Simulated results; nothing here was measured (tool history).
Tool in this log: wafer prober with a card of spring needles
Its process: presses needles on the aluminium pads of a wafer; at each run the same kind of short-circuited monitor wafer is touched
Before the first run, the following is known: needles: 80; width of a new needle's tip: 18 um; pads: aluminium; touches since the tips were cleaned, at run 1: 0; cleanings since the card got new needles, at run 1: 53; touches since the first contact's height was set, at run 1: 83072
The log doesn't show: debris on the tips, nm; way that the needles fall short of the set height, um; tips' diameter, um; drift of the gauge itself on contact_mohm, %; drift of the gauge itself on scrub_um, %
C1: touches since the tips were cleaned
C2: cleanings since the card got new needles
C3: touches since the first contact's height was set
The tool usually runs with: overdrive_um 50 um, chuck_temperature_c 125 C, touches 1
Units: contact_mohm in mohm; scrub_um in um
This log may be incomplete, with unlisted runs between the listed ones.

{"run": 1, "hour": 0.0, "overdrive_um": 50, "chuck_temperature_c": 125, "touches": 1, "C1": 0, "C2": 53, "C3": 83072, "contact_mohm": 146, "scrub_um": 9.035}
{"hour": 4.1, "done": "height of the first contact set anew"}
{"hour": 15.7, "done": "tips cleaned on abrasive film"}
{"hour": 34.9, "done": "tips cleaned on abrasive film"}
{"run": 2, "hour": 49.5, "overdrive_um": 49, "chuck_temperature_c": 125, "touches": 1, "C1": 5341, "C2": 55, "C3": 16462, "contact_mohm": 148, "scrub_um": 8.842}
{"hour": 53.5, "done": "tips cleaned on abrasive film"}
{"hour": 68.8, "done": "tips cleaned on abrasive film"}
{"hour": 84.2, "done": "tips cleaned on abrasive film"}
{"run": 3, "hour": 93.6, "overdrive_um": 49, "chuck_temperature_c": 125, "touches": 1, "C1": 3427, "C2": 58, "C3": 32400, "contact_mohm": 144, "scrub_um": 8.853}
{"hour": 101.4, "done": "tips cleaned on abrasive film"}
{"hour": 116.7, "done": "tips cleaned on abrasive film"}
{"hour": 135.9, "done": "tips cleaned on abrasive film"}
{"hour": 155.1, "done": "tips cleaned on abrasive film"}
{"hour": 172.5, "done": "tips cleaned on abrasive film"}
{"run": 4, "hour": 172.5, "overdrive_um": 49, "chuck_temperature_c": 125, "touches": 1, "C1": 0, "C2": 63, "C3": 60918, "contact_mohm": 147, "scrub_um": 8.825}
{"hour": 191.7, "done": "tips cleaned on abrasive film"}
{"hour": 207.1, "done": "tips cleaned on abrasive film"}
{"hour": 226.2, "done": "tips cleaned on abrasive film"}
{"hour": 238.0, "done": "height of the first contact set anew"}
{"run": 5, "hour": 239.8, "overdrive_um": 49, "chuck_temperature_c": 46, "touches": 1, "C1": 4819, "C2": 66, "C3": 648, "contact_mohm": 133, "scrub_um": 8.806}
{"hour": 243.7, "done": "tips cleaned on abrasive film"}
{"hour": 262.9, "done": "tips cleaned on abrasive film"}
{"hour": 278.3, "done": "tips cleaned on abrasive film"}
{"run": 6, "hour": 283.7, "overdrive_um": 50, "chuck_temperature_c": 125, "touches": 1, "C1": 1971, "C2": 69, "C3": 16516, "contact_mohm": 146, "scrub_um": 9.006}
{"hour": 295.2, "done": "tips cleaned on abrasive film"}
{"hour": 310.6, "done": "tips cleaned on abrasive film"}
{"hour": 326.0, "done": "tips cleaned on abrasive film"}
{"run": 7, "hour": 335.9, "overdrive_um": 50, "chuck_temperature_c": 125, "touches": 1, "C1": 3603, "C2": 72, "C3": 35410, "contact_mohm": 145, "scrub_um": 8.989}
{"hour": 343.6, "done": "tips cleaned on abrasive film"}
{"hour": 359.0, "done": "tips cleaned on abrasive film"}
{"hour": 378.2, "done": "tips cleaned on abrasive film"}
{"hour": 393.6, "done": "tips cleaned on abrasive film"}
{"run": 8, "hour": 395.8, "overdrive_um": 50, "chuck_temperature_c": 125, "touches": 1, "C1": 823, "C2": 76, "C3": 57079, "contact_mohm": 145, "scrub_um": 8.982}
{"hour": 411.2, "done": "tips cleaned on abrasive film"}
{"hour": 426.6, "done": "tips cleaned on abrasive film"}
{"hour": 442.0, "done": "tips cleaned on abrasive film"}
{"hour": 461.1, "done": "tips cleaned on abrasive film"}
{"hour": 472.9, "done": "height of the first contact set anew"}
{"hour": 476.8, "done": "tips cleaned on abrasive film"}
{"run": 9, "hour": 491.2, "overdrive_um": 31, "chuck_temperature_c": 125, "touches": 1, "C1": 5225, "C2": 81, "C3": 6615, "contact_mohm": 168, "scrub_um": 5.552}
{"hour": 495.1, "done": "tips cleaned on abrasive film"}
{"hour": 510.5, "done": "tips cleaned on abrasive film"}
{"hour": 529.7, "done": "tips cleaned on abrasive film"}
{"hour": 548.9, "done": "tips cleaned on abrasive film"}
{"run": 10, "hour": 553.6, "overdrive_um": 50, "chuck_temperature_c": 125, "touches": 2, "C1": 1706, "C2": 85, "C3": 29173, "contact_mohm": 143, "scrub_um": 8.973}
{"hour": 565.1, "done": "tips cleaned on abrasive film"}
{"hour": 584.3, "done": "tips cleaned on abrasive film"}
{"run": 11, "hour": 596.4, "overdrive_um": 50, "chuck_temperature_c": 125, "touches": 1, "C1": 4396, "C2": 87, "C3": 44690, "contact_mohm": 146, "scrub_um": 8.959}
{"hour": 600.3, "done": "tips cleaned on abrasive film"}
{"hour": 615.7, "done": "tips cleaned on abrasive film"}
{"hour": 634.9, "done": "tips cleaned on abrasive film"}
{"hour": 654.1, "done": "tips cleaned on abrasive film"}
{"run": 12, "hour": 667.6, "overdrive_um": 50, "chuck_temperature_c": 124, "touches": 1, "C1": 4947, "C2": 91, "C3": 70485, "contact_mohm": 149, "scrub_um": 8.95}
{"hour": 671.6, "done": "tips cleaned on abrasive film"}
{"hour": 686.9, "done": "tips cleaned on abrasive film"}
{"hour": 706.1, "done": "tips cleaned on abrasive film"}
{"hour": 706.4, "done": "height of the first contact set anew"}
{"hour": 721.8, "done": "tips cleaned on abrasive film"}
{"hour": 741.0, "done": "tips cleaned on abrasive film"}
{"run": 13, "hour": 755.4, "overdrive_um": 50, "chuck_temperature_c": 125, "touches": 1, "C1": 5252, "C2": 96, "C3": 17764, "contact_mohm": 145, "scrub_um": 8.939}
{"hour": 759.4, "done": "tips cleaned on abrasive film"}
{"hour": 774.7, "done": "tips cleaned on abrasive film"}
{"hour": 793.9, "done": "tips cleaned on abrasive film"}
{"hour": 809.3, "done": "tips cleaned on abrasive film"}
{"hour": 828.5, "done": "tips cleaned on abrasive film"}
{"run": 14, "hour": 835.3, "overdrive_um": 49, "chuck_temperature_c": 56, "touches": 1, "C1": 2476, "C2": 101, "C3": 46653, "contact_mohm": 136, "scrub_um": 8.764}
{"hour": 846.9, "done": "tips cleaned on abrasive film"}
{"hour": 866.1, "done": "tips cleaned on abrasive film"}
{"run": 15, "hour": 874.3, "overdrive_um": 49, "chuck_temperature_c": 56, "touches": 1, "C1": 3009, "C2": 103, "C3": 60784, "contact_mohm": 133, "scrub_um": 8.753}
{"hour": 882.1, "done": "tips cleaned on abrasive film"}
{"hour": 901.3, "done": "tips cleaned on abrasive film"}
{"hour": 916.6, "done": "tips cleaned on abrasive film"}
{"hour": 932.0, "done": "tips cleaned on abrasive film"}
{"hour": 940.0, "done": "height of the first contact set anew"}
{"hour": 947.7, "done": "tips cleaned on abrasive film"}
{"run": 16, "hour": 947.7, "overdrive_um": 49, "chuck_temperature_c": 56, "touches": 1, "C1": 0, "C2": 108, "C3": 2788, "contact_mohm": 133, "scrub_um": 8.752}
{"hour": 966.7, "done": "tips cleaned on abrasive film"}
{"hour": 985.9, "done": "tips cleaned on abrasive film"}
{"hour": 1005.1, "done": "tips cleaned on abrasive film"}
{"hour": 1020.5, "done": "tips cleaned on abrasive film"}
{"run": 17, "hour": 1027.8, "overdrive_um": 49, "chuck_temperature_c": 56, "touches": 2, "C1": 2633, "C2": 112, "C3": 31776, "contact_mohm": 133, "scrub_um": 8.72}
{"hour": 1039.3, "done": "tips cleaned on abrasive film"}
{"hour": 1058.5, "done": "tips cleaned on abrasive film"}
{"hour": 1073.9, "done": "tips cleaned on abrasive film"}
{"hour": 1093.1, "done": "tips cleaned on abrasive film"}
{"hour": 1108.4, "done": "tips cleaned on abrasive film"}
{"run": 18, "hour": 1112.6, "overdrive_um": 30, "chuck_temperature_c": 70, "touches": 2, "C1": 1510, "C2": 117, "C3": 62474, "contact_mohm": 160, "scrub_um": 5.324}
{"hour": 1124.2, "done": "tips cleaned on abrasive film"}
{"hour": 1143.4, "done": "tips cleaned on abrasive film"}
{"hour": 1158.7, "done": "tips cleaned on abrasive film"}
{"hour": 1174.3, "done": "height of the first contact set anew"}
{"hour": 1177.5, "done": "tips cleaned on abrasive film"}
{"run": 19, "hour": 1177.5, "overdrive_um": 62, "chuck_temperature_c": 29, "touches": 2, "C1": 0, "C2": 121, "C3": 1131, "contact_mohm": 121, "scrub_um": 11.006}
{"hour": 1192.9, "done": "tips cleaned on abrasive film"}
{"hour": 1212.1, "done": "tips cleaned on abrasive film"}
{"hour": 1231.3, "done": "tips cleaned on abrasive film"}
{"run": 20, "hour": 1232.4, "overdrive_um": 45, "chuck_temperature_c": 29, "touches": 2, "C1": 411, "C2": 124, "C3": 21004, "contact_mohm": 132, "scrub_um": 7.985}

What will run 21 give?
{"hour": 1247.8, "done": "tips cleaned on abrasive film"}
{"hour": 1263.2, "done": "tips cleaned on abrasive film"}
{"hour": 1278.5, "done": "tips cleaned on abrasive film"}
{"hour": 1293.9, "done": "tips cleaned on abrasive film"}
{"run": 21, "hour": 1303.3, "overdrive_um": 62, "chuck_temperature_c": 67, "touches": 2, "C1": 3430, "C2": 128, "C3": 46677, "contact_mohm": "?", "scrub_um": "?"}

contact_mohm: 127 mohm
scrub_um: 10.995 um
Without the tool's hidden state the same run would have given contact_mohm 127 mohm, scrub_um 11.189 um.
